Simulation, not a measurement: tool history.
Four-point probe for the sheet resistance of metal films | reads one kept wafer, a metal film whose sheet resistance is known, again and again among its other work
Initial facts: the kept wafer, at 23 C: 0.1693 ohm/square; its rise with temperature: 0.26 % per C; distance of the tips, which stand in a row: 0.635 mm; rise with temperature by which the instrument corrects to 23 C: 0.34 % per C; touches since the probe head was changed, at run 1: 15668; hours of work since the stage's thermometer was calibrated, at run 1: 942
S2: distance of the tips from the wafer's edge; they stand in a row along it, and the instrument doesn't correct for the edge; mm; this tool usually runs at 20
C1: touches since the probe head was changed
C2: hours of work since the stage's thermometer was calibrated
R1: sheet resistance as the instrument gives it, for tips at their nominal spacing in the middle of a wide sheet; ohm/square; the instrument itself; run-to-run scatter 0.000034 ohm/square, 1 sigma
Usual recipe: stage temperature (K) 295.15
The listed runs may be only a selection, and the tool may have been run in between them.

run 1 hour=0 | stage_temperature_(K)=295.15 S2=20 | C1=15668 C2=942 | R1=0.169704
run 2 hour=10.5 | stage_temperature_(K)=295.15 S2=20 | C1=16025 C2=949 | R1=0.169675
run 3 hour=23.8 | stage_temperature_(K)=295.15 S2=17 | C1=16475 C2=957 | R1=0.169643
run 4 hour=37.4 | stage_temperature_(K)=295.15 S2=17 | C1=16935 C2=966 | R1=0.169714
run 5 hour=44.7 | stage_temperature_(K)=304.15 S2=17 | C1=17182 C2=971 | R1=0.168565
run 6 hour=62.3 | stage_temperature_(K)=295.15 S2=50 | C1=17777 C2=982 | R1=0.169546
run 7 hour=76.2 | stage_temperature_(K)=295.15 S2=50 | C1=18247 C2=991 | R1=0.169491
run 8 hour=89.3 | stage_temperature_(K)=295.15 S2=20 | C1=18693 C2=999 | R1=0.169586
run 9 hour=105.3 | stage_temperature_(K)=295.15 S2=20 | C1=19234 C2=1009 | R1=0.169624
run 10 hour=112.6 | stage_temperature_(K)=295.15 S2=20 | C1=19481 C2=1014 | R1=0.16965
run 11 hour=120.6 | stage_temperature_(K)=295.15 S2=7 | C1=19753 C2=1019 | R1=0.170235
run 12 hour=135.9 | stage_temperature_(K)=297.15 S2=7 | C1=20272 C2=1029 | R1=0.170011
run 13 hour=146.6 | stage_temperature_(K)=297.15 S2=7 | C1=20631 C2=1036 | R1=0.170047
run 14 hour=159.2 | stage_temperature_(K)=297.15 S2=7 | C1=21058 C2=1044 | R1=0.169971
run 15 hour=176.2 | stage_temperature_(K)=297.15 S2=61 | C1=21635 C2=1055 | R1=0.169243
run 16 hour=192.5 | stage_temperature_(K)=302.15 S2=56 | C1=22187 C2=1065 | R1=0.168638
run 17 hour=207.5 | stage_temperature_(K)=303.15 S2=7 | C1=22697 C2=1075 | R1=0.169194
run 18 hour=216.9 | stage_temperature_(K)=299.15 S2=13 | C1=23012 C2=1081 | R1=0.169178
run 19 hour=232.7 | stage_temperature_(K)=299.15 S2=13 | C1=23549 C2=1091 | R1=0.169188
run 20 hour=246.4 | stage_temperature_(K)=295.15 S2=14 | C1=24013 C2=1100 | R1=0.169694

Predict each of these 3 candidate next runs independently; none follows another, all start after run 20:
run A hour=260.7 | stage_temperature_(K)=292.15 S2=6 | C1=24495 C2=1109 | R1=?
run B hour=260.7 | stage_temperature_(K)=294.15 S2=33 | C1=24495 C2=1109 | R1=?
run C hour=260.7 | stage_temperature_(K)=294.15 S2=75 | C1=24495 C2=1109 | R1=?

run=A R1=0.170932
run=B R1=0.169624
run=C R1=0.169573
Take away the tool's hidden state, keep each run's random variation, and the runs would have read:
run=A R1=0.170885
run=B R1=0.169577
run=C R1=0.169525
